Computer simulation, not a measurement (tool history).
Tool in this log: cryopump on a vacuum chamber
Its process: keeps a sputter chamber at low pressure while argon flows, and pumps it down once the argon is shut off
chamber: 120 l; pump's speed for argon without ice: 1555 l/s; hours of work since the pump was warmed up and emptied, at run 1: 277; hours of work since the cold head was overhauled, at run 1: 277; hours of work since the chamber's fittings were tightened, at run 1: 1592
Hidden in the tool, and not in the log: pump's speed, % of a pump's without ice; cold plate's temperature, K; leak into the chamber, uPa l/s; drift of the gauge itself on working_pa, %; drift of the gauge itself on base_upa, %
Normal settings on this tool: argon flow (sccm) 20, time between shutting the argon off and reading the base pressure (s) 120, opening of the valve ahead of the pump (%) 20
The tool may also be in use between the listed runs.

| run | hour | argon flow (sccm) | time between shutting the argon off and reading the base pressure (s) | opening of the valve ahead of the pump (%) | hours of work since the pump was warmed up and emptied | hours of work since the cold head was overhauled | hours of work since the chamber's fittings were tightened | pressure while argon flows (Pa) | pressure after the wait (uPa) |
|---|---|---|---|---|---|---|---|---|---|
| 1 | 0.0 | 20 | 120 | 20 | 277 | 277 | 1592 | 0.1154 | 3.72 |
| 2 | 24.5 | 20 | 120 | 20 | 288 | 288 | 1603 | 0.1149 | 3.73 |
| 3 | 54.7 | 39 | 120 | 20 | 301 | 301 | 1617 | 0.2241 | 3.81 |
| 4 | 82.9 | 39 | 120 | 20 | 314 | 314 | 1629 | 0.2264 | 3.96 |
| 5 | 104.3 | 19 | 120 | 20 | 323 | 323 | 1639 | 0.1094 | 3.92 |
| 6 | 126.3 | 20 | 47 | 21 | 333 | 333 | 1649 | 0.1109 | 5.16 |
| 7 | 147.1 | 20 | 47 | 21 | 342 | 342 | 1658 | 0.1115 | 5.19 |
| 8 | 164.1 | 20 | 47 | 21 | 350 | 350 | 1666 | 0.1110 | 5.22 |
| 9 | 180.1 | 20 | 47 | 21 | 357 | 357 | 1673 | 0.1104 | 5.38 |
| 10 | 198.8 | 20 | 47 | 21 | 365 | 365 | 1681 | 0.1117 | 5.39 |

Consider 4 possible next runs. They are alternatives, not a sequence: every one starts from the tool as it was left by run 10. What does each give?
| A | 215.7 | 10 | 47 | 50 | 373 | 373 | 1689 | ? | ? |
| B | 215.7 | 27 | 70 | 42 | 373 | 373 | 1689 | ? | ? |
| C | 215.7 | 24 | 47 | 21 | 373 | 373 | 1689 | ? | ? |
| D | 215.7 | 20 | 68 | 20 | 373 | 373 | 1689 | ? | ? |

| run | pressure while argon flows (Pa) | pressure after the wait (uPa) |
|---|---|---|
| A | 0.0261 | 5.38 |
| B | 0.0818 | 4.67 |
| C | 0.1351 | 5.36 |
| D | 0.1175 | 4.75 |
Stripped of hidden state, with their random variation kept, the same runs would have yielded:
| run | pressure while argon flows (Pa) | pressure after the wait (uPa) |
|---|---|---|
| A | 0.0217 | 2.17 |
| B | 0.0700 | 1.47 |
| C | 0.1245 | 2.16 |
| D | 0.1088 | 1.55 |
